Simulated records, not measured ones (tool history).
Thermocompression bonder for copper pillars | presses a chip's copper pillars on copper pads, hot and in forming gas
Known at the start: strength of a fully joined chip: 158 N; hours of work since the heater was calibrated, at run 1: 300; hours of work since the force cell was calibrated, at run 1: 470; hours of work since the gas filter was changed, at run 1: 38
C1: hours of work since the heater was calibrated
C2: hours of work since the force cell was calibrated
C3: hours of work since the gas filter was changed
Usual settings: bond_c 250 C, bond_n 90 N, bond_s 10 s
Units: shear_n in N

{"run": 1, "day": 0.0, "bond_c": 250, "bond_n": 90, "bond_s": 10, "C1": 300, "C2": 470, "C3": 38, "shear_n": 83.8}
{"run": 2, "day": 0.788, "bond_c": 250, "bond_n": 90, "bond_s": 10, "C1": 311, "C2": 482, "C3": 50, "shear_n": 84.2}
{"run": 3, "day": 1.35, "bond_c": 250, "bond_n": 90, "bond_s": 10, "C1": 320, "C2": 490, "C3": 58, "shear_n": 81.9}
{"run": 4, "day": 2.25, "bond_c": 250, "bond_n": 90, "bond_s": 10, "C1": 333, "C2": 503, "C3": 71, "shear_n": 82.1}
{"run": 5, "day": 3.183, "bond_c": 250, "bond_n": 90, "bond_s": 10, "C1": 346, "C2": 516, "C3": 85, "shear_n": 82}
{"run": 6, "day": 4.188, "bond_c": 262, "bond_n": 90, "bond_s": 10, "C1": 361, "C2": 531, "C3": 99, "shear_n": 92.9}
{"run": 7, "day": 5.167, "bond_c": 250, "bond_n": 90, "bond_s": 10, "C1": 375, "C2": 545, "C3": 114, "shear_n": 79.9}
{"run": 8, "day": 5.712, "bond_c": 250, "bond_n": 90, "bond_s": 10, "C1": 383, "C2": 553, "C3": 122, "shear_n": 79.9}
{"run": 9, "day": 6.625, "bond_c": 250, "bond_n": 90, "bond_s": 10, "C1": 397, "C2": 567, "C3": 135, "shear_n": 78.6}
{"run": 10, "day": 7.267, "bond_c": 250, "bond_n": 90, "bond_s": 10, "C1": 406, "C2": 576, "C3": 144, "shear_n": 79.4}
{"run": 11, "day": 8.333, "bond_c": 250, "bond_n": 90, "bond_s": 10, "C1": 422, "C2": 592, "C3": 160, "shear_n": 79.4}
{"day": 8.708, "done": "forming gas filter changed"}
{"run": 12, "day": 8.938, "bond_c": 233, "bond_n": 90, "bond_s": 10, "C1": 430, "C2": 600, "C3": 3, "shear_n": 66.7}
{"run": 13, "day": 9.717, "bond_c": 263, "bond_n": 90, "bond_s": 23, "C1": 441, "C2": 612, "C3": 15, "shear_n": 120.8}
{"run": 14, "day": 10.554, "bond_c": 255, "bond_n": 84, "bond_s": 6, "C1": 454, "C2": 624, "C3": 27, "shear_n": 67.6}
{"run": 15, "day": 11.004, "bond_c": 262, "bond_n": 84, "bond_s": 13, "C1": 460, "C2": 630, "C3": 33, "shear_n": 96.4}

Run 16 comes next. What will it give?
{"run": 16, "day": 11.483, "bond_c": 262, "bond_n": 84, "bond_s": 13, "C1": 467, "C2": 637, "C3": 40, "shear_n": "?"}

shear_n: 93.4 N
Without the tool's hidden state the same run would have given shear_n 101.3 N.

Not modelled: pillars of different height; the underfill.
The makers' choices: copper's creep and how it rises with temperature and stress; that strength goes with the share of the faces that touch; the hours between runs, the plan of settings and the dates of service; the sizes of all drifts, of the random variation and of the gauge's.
